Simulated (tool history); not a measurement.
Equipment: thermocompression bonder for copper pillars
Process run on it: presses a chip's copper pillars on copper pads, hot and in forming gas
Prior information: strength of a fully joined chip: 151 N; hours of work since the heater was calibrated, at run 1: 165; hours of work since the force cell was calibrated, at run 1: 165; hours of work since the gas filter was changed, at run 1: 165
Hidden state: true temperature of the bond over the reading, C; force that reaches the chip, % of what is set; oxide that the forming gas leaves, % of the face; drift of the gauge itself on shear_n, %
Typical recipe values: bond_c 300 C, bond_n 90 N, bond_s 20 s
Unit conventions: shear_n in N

run,hour,bond_c,bond_n,bond_s,hours of work since the heater was calibrated,hours of work since the force cell was calibrated,hours of work since the gas filter was changed,shear_n
1,0,300,90,20,165,165,165,80.9
2,81.2,300,90,20,223,223,223,79.7
3,124.9,300,90,20,254,254,254,79.7
4,193.8,300,90,20,304,304,304,78.4
5,251.1,300,90,22,345,345,345,79.8
6,289.7,300,90,46,372,372,372,97.7
7,329.9,300,90,46,401,401,401,97.6
8,365.9,300,90,28,427,427,427,84.8
# hour 427.7: forming gas filter changed
9,430.7,299,90,28,473,473,2,91.6
10,506.7,299,90,28,528,528,57,90.6
11,589.6,300,90,20,587,587,116,81
12,627,300,90,20,614,614,143,80.4
13,667.1,300,97,20,643,643,172,84
14,727.3,300,97,20,686,686,215,83.8
15,801.4,300,90,20,739,739,268,78.4
16,868.6,288,90,20,787,787,316,71.3
17,909.8,288,90,20,817,817,346,70.4
18,994.4,282,90,20,878,878,407,65.9
19,1049.7,325,90,20,917,917,446,88.3
# hour 1086.9: forming gas filter changed
20,1103.6,325,90,20,956,956,12,98
21,1153.1,330,109,36,991,991,48,125.5
22,1211.8,330,109,36,1033,1033,90,124
23,1270.6,300,101,48,1075,1075,132,110.5
24,1313.5,316,101,48,1106,1106,163,117
25,1391.6,316,101,48,1162,1162,219,116
26,1431.3,285,70,26,1191,1191,247,64.7
27,1514.2,300,71,20,1250,1250,307,66.9
28,1566.9,300,106,20,1288,1288,344,85.8
29,1628.7,316,70,20,1332,1332,389,72.8

Across each entry between runs, compare the hidden state at the last listed run before it with the hidden state at the first listed run after it:
After run 8, before run 9: forming gas filter changed (hour 427.7)
  true temperature of the bond over the reading, C: -0.3 -> -0.5; force that reaches the chip, % of what is set: 102.9 -> 103.2; oxide that the forming gas leaves, % of the face: 9.89 -> 0.58
  difference, measured minus the result without the unlogged condition, shear_n: -7.3 -> +1.3 N
After run 19, before run 20: forming gas filter changed (hour 1086.9)
  true temperature of the bond over the reading, C: -2.3 -> -2.5; force that reaches the chip, % of what is set: 105.8 -> 106; oxide that the forming gas leaves, % of the face: 10.44 -> 0.81
  difference, measured minus the result without the unlogged condition, shear_n: -8.1 -> +1.5 N
